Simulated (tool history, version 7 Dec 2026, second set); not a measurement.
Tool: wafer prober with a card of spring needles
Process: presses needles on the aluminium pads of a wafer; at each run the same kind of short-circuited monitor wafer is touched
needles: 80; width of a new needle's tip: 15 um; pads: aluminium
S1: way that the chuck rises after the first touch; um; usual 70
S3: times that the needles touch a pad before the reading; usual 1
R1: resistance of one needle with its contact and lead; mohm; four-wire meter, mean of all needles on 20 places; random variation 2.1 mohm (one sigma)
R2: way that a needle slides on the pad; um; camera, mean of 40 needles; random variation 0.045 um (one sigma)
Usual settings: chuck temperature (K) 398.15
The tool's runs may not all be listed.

Run 1, hour 0: usual settings. Result: R1 343 mohm, R2 14.07 um.
At hour 3: height of the first contact set anew.
At hour 11.4: tips cleaned on abrasive film.
At hour 26.8: tips cleaned on abrasive film.
Run 2, hour 41.2: usual settings but S3 2. Result: R1 331 mohm, R2 14.4 um.
At hour 44.2: tips cleaned on abrasive film.
At hour 60.7: tips cleaned on abrasive film.
Run 3, hour 61.8: usual settings but S3 2. Result: R1 259 mohm, R2 14.16 um.
At hour 76.9: tips cleaned on abrasive film.
At hour 93.6: tips cleaned on abrasive film.
Run 4, hour 95.9: usual settings but S3 2. Result: R1 262 mohm, R2 14.2 um.
At hour 109: tips cleaned on abrasive film.
At hour 126.3: tips cleaned on abrasive film.
Run 5, hour 133.8: usual settings but S3 2. Result: R1 301 mohm, R2 14.17 um.
At hour 143.3: tips cleaned on abrasive film.
At hour 159.4: tips cleaned on abrasive film.
At hour 174.8: tips cleaned on abrasive film.
Run 6, hour 174.8: usual settings but S3 2. Result: R1 237 mohm, R2 14.07 um.
At hour 190.2: tips cleaned on abrasive film.
Run 7, hour 201.9: usual settings but S1 81 um, chuck temperature (K) 333.15. Result: R1 357 mohm, R2 16.36 um.
At hour 205.6: tips cleaned on abrasive film.
At hour 222.7: tips cleaned on abrasive film.
Run 8, hour 228.9: usual settings but S1 81 um, chuck temperature (K) 333.15. Result: R1 309 mohm, R2 16.36 um.
At hour 240: tips cleaned on abrasive film.
Run 9, hour 253.5: usual settings but S1 80 um, chuck temperature (K) 298.15. Result: R1 375 mohm, R2 16.09 um.
At hour 257.3: tips cleaned on abrasive film.
At hour 273.7: tips cleaned on abrasive film.
At hour 285.5: height of the first contact set anew.
At hour 290.6: tips cleaned on abrasive film.
Run 10, hour 295.4: usual settings but S1 53 um, chuck temperature (K) 303.15. Result: R1 393 mohm, R2 10.79 um.
At hour 308.5: tips cleaned on abrasive film.
Run 11, hour 313.5: usual settings but S1 75 um, chuck temperature (K) 300.15. Result: R1 315 mohm, R2 15.26 um.
At hour 323.6: tips cleaned on abrasive film.
At hour 340: tips cleaned on abrasive film.
Run 12, hour 344.3: usual settings but S1 75 um, chuck temperature (K) 300.15. Result: R1 302 mohm, R2 15.25 um.

4 ways to go on from here, each from the tool as it stands after run 12. What would each give?
At hour 356.9: tips cleaned on abrasive film.
At hour 374.1: tips cleaned on abrasive film.
Run A, hour 380.5: usual settings but S1 58 um, chuck temperature (K) 305.15. Result: R1 ?, R2 ?.
At hour 356.9: tips cleaned on abrasive film.
At hour 374.1: tips cleaned on abrasive film.
Run B, hour 380.5: usual settings but S1 75 um, chuck temperature (K) 300.15, S3 2. Result: R1 ?, R2 ?.
At hour 356.9: tips cleaned on abrasive film.
At hour 374.1: tips cleaned on abrasive film.
Run C, hour 380.5: usual settings but S1 51 um, chuck temperature (K) 313.15. Result: R1 ?, R2 ?.
At hour 356.9: tips cleaned on abrasive film.
At hour 374.1: tips cleaned on abrasive film.
Run D, hour 380.5: usual settings but S1 58 um, chuck temperature (K) 396.15, S3 2. Result: R1 ?, R2 ?.

run   R1     R2
  A  422  11.76
  B  292   15.3
  C  480  10.33
  D  357  11.85
Without the tool's hidden state the same runs would have given:
run   R1     R2
  A  207  11.88
  B  207  15.42
  C  211  10.45
  D  239  11.97

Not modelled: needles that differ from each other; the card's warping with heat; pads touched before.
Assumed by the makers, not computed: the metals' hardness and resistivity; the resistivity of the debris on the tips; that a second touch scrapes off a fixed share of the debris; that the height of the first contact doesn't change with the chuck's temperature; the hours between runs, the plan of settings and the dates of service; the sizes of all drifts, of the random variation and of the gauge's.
